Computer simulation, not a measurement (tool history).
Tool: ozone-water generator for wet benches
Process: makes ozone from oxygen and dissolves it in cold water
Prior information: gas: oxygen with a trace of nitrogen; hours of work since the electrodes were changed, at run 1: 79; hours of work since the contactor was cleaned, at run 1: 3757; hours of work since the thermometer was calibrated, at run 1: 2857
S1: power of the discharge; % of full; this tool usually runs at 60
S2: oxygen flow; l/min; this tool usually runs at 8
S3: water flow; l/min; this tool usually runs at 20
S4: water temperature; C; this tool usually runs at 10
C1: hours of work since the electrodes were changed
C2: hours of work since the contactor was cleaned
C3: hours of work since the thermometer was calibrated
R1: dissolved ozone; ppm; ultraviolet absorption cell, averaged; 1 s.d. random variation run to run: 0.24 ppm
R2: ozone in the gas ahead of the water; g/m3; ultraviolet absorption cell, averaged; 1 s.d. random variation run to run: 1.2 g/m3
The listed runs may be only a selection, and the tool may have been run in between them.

run	day	S1	S2	S3	S4	C1	C2	C3	R1	R2
1	0	60	8	20	10	79	3757	2857	34.4	224.5
2	2.312	60	8	20	10	133	3810	2911	34.3	224
3	5.312	60	8	20	10	202	3880	2980	34	225.2
4	7.4	60	8	20	10	250	3928	3029	34.2	224.4
# day 8.762: contactor cleaned
5	9.862	60	8	20	10	304	25	3082	35.5	221.9
6	11.992	60	8	20	9	353	75	3131	35.6	221
7	15.104	60	8	20	9	425	147	3203	35.7	222
8	17.333	60	8	20	9	476	198	3255	35.5	222.1
9	19.308	60	8	20	9	522	244	3300	35.1	220.1
10	21.7	60	8	20	10	577	299	3356	35	221.7
11	24.3	60	8	20	10	637	359	3416	34.9	221.2
12	26.162	60	8	20	10	681	402	3459	35.1	221.2
13	29.258	60	8	20	10	752	474	3530	34.8	219.8
14	31.154	60	8	20	10	796	518	3574	34.5	220.8
15	33.767	60	8	25	10	856	578	3634	29.8	218.1
16	36.367	60	8	25	10	917	638	3695	30.1	219.8
17	37.654	60	12.23	25	16	946	668	3724	26	171.7
18	39.592	74	12.45	24	9	991	713	3769	33.5	190.3
19	41.475	57	4.32	15	7	1035	757	3813	43	306.9
20	44.458	57	4.32	15	7	1104	826	3882	43.2	304.3
21	47.417	95	13.05	22	6	1172	894	3950	41.3	209.8
22	48.792	95	13.05	22	6	1204	926	3982	42.1	207.8
23	51.529	95	13.05	22	6	1267	989	4045	41.3	207
24	54.204	95	13.05	22	6	1329	1051	4107	41.3	205.9
25	57.221	60	8	20	11	1399	1121	4177	33.3	215.6
26	58.5	58	7.41	20	10	1428	1150	4206	33.5	221.7
27	60.504	58	7.41	20	10	1475	1197	4253	33.7	222.6
28	63.038	59	8	18	10	1533	1255	4311	35.5	213.1
29	65.012	59	8	18	10	1579	1301	4357	35.7	212.7
30	67.342	60	8	20	9	1633	1355	4411	33.9	215.8

What does the tool deliver on the next run?
31	68.896	60	8	20	9	1669	1391	4447	?	?

Run 31 produced R1 34.2 ppm, R2 216.6 g/m3.
Take away the tool's hidden state, keep the run-to-run variation as it was, and the same run would have given R1 36.5 ppm, R2 226.1 g/m3.

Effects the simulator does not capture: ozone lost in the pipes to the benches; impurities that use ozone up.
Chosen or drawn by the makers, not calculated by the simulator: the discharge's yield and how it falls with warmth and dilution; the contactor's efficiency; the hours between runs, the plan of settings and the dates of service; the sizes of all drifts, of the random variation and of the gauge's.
